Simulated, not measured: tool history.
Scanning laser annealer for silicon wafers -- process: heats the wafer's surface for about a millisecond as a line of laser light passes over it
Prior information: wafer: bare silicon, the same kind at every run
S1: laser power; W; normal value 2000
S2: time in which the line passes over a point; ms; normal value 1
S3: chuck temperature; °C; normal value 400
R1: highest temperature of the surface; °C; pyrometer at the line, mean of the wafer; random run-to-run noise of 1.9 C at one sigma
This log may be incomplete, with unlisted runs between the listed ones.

| run | hour | S1 | S2 | S3 | R1 |
|---|---|---|---|---|---|
| 1 | 0 | 2000 | 1 | 400 | 1138 |
| 2 | 18.4 | 2000 | 1 | 400 | 1136 |
| 3 | 46.8 | 2000 | 1 | 400 | 1133 |
| 4 | 61.6 | 2000 | 1 | 400 | 1137 |
| 5 | 91.9 | 1801 | 1 | 400 | 1042 |
| 6 | 110.6 | 1801 | 1 | 400 | 1038 |
| 7 | 131.6 | 1801 | 1.11 | 400 | 1071 |
| 8 | 154.4 | 1801 | 1.11 | 400 | 1066 |
| 9 | 172.5 | 2000 | 1 | 400 | 1132 |
| 10 | 197.8 | 2000 | 1 | 400 | 1129 |
| 11 | 220.5 | 2000 | 1 | 400 | 1128 |
|  | 226.9 | laser's power meter calibrated |
| 12 | 249.1 | 2000 | 1 | 400 | 1129 |
| 13 | 279 | 1753 | 1 | 400 | 1014 |
| 14 | 309.9 | 1753 | 1 | 400 | 1013 |
| 15 | 332.2 | 2059 | 0.75 | 400 | 1055 |
| 16 | 367.6 | 2059 | 0.75 | 408 | 1059 |
| 17 | 383.2 | 1995 | 0.75 | 434 | 1062 |
|  | 400.7 | laser's power meter calibrated, once more |
| 18 | 420 | 1995 | 0.75 | 434 | 1064 |
| 19 | 452.1 | 1701 | 0.78 | 383 | 904 |
| 20 | 468.9 | 2019 | 1 | 409 | 1134 |
|  | 482.3 | window over the wafer cleaned |
| 21 | 500.7 | 1989 | 0.71 | 416 | 1051 |

Forecast run 22:
| 22 | 519.3 | 1989 | 0.71 | 416 | ? |

{"run 22": {"R1": 1058}}
The same run, on a tool lacking any hidden state, would have yielded R1 1074 °C.

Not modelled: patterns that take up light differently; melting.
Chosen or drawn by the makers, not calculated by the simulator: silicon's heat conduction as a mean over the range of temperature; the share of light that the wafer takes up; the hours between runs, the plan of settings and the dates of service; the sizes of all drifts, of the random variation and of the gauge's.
